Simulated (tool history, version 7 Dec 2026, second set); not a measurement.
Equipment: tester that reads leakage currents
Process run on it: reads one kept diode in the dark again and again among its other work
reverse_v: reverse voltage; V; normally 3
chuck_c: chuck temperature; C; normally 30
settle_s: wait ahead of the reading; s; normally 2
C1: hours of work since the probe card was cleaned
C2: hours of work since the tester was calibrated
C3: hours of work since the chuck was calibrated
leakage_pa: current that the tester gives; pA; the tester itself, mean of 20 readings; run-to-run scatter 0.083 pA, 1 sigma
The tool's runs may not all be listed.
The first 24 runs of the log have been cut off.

run 25 hour=1692.1 | reverse_v=3 chuck_c=42 settle_s=0.34 | C1=195 C2=1556 C3=127 | leakage_pa=61.5
run 26 hour=1777.7 | reverse_v=3 chuck_c=42 settle_s=1.1 | C1=232 C2=1593 C3=164 | leakage_pa=59.27
run 27 hour=1830.3 | reverse_v=1.3 chuck_c=29 settle_s=0.65 | C1=255 C2=1616 C3=187 | leakage_pa=15.04
run 28 hour=1883 | reverse_v=2.6 chuck_c=33 settle_s=2 | C1=278 C2=1639 C3=210 | leakage_pa=28.07
run 29 hour=1963.3 | reverse_v=2.19 chuck_c=30 settle_s=5.6 | C1=313 C2=1674 C3=245 | leakage_pa=20.29
run 30 hour=2039.6 | reverse_v=2.19 chuck_c=30 settle_s=5.6 | C1=346 C2=1707 C3=278 | leakage_pa=20.51
run 31 hour=2138.8 | reverse_v=2.19 chuck_c=30 settle_s=5.6 | C1=389 C2=1750 C3=321 | leakage_pa=20.63
run 32 hour=2207.1 | reverse_v=4.39 chuck_c=22 settle_s=8.22 | C1=419 C2=1779 C3=351 | leakage_pa=16.43
run 33 hour=2264.4 | reverse_v=4.8 chuck_c=34 settle_s=1.38 | C1=444 C2=1804 C3=376 | leakage_pa=42.87
run 34 hour=2323.4 | reverse_v=6.89 chuck_c=38 settle_s=0.72 | C1=469 C2=1830 C3=401 | leakage_pa=70.9
run 35 hour=2373.4 | reverse_v=10.05 chuck_c=22 settle_s=7.77 | C1=491 C2=1852 C3=423 | leakage_pa=27.35
run 36 hour=2458.4 | reverse_v=10.05 chuck_c=22 settle_s=7.77 | C1=528 C2=1889 C3=460 | leakage_pa=27.71
run 37 hour=2532.5 | reverse_v=10.05 chuck_c=22 settle_s=7.77 | C1=560 C2=1921 C3=492 | leakage_pa=28.19
run 38 hour=2607.9 | reverse_v=7.49 chuck_c=30 settle_s=2.03 | C1=593 C2=1954 C3=525 | leakage_pa=42.07
run 39 hour=2689.1 | reverse_v=7.49 chuck_c=46 settle_s=2.03 | C1=628 C2=1989 C3=560 | leakage_pa=128.51

5 ways to go on from here, each from the tool as it stands after run 39. What would each give?
run A hour=2764.2 | reverse_v=5.99 chuck_c=20 settle_s=2.03 | C1=661 C2=2022 C3=593 | leakage_pa=?
run B hour=2764.2 | reverse_v=16.52 chuck_c=46 settle_s=0.49 | C1=661 C2=2022 C3=593 | leakage_pa=?
run C hour=2764.2 | reverse_v=7.49 chuck_c=48 settle_s=2.03 | C1=661 C2=2022 C3=593 | leakage_pa=?
run D hour=2764.2 | reverse_v=8.26 chuck_c=26 settle_s=2.12 | C1=661 C2=2022 C3=593 | leakage_pa=?
run E hour=2764.2 | reverse_v=2.92 chuck_c=30 settle_s=2 | C1=661 C2=2022 C3=593 | leakage_pa=?

run=A leakage_pa=19.79
run=B leakage_pa=202.91
run=C leakage_pa=148.91
run=D leakage_pa=34.73
run=E leakage_pa=25.61
Had the tool no hidden state, the same runs would have come out as:
run=A leakage_pa=13.95
run=B leakage_pa=180.96
run=C leakage_pa=136.5
run=D leakage_pa=26.35
run=E leakage_pa=22.06
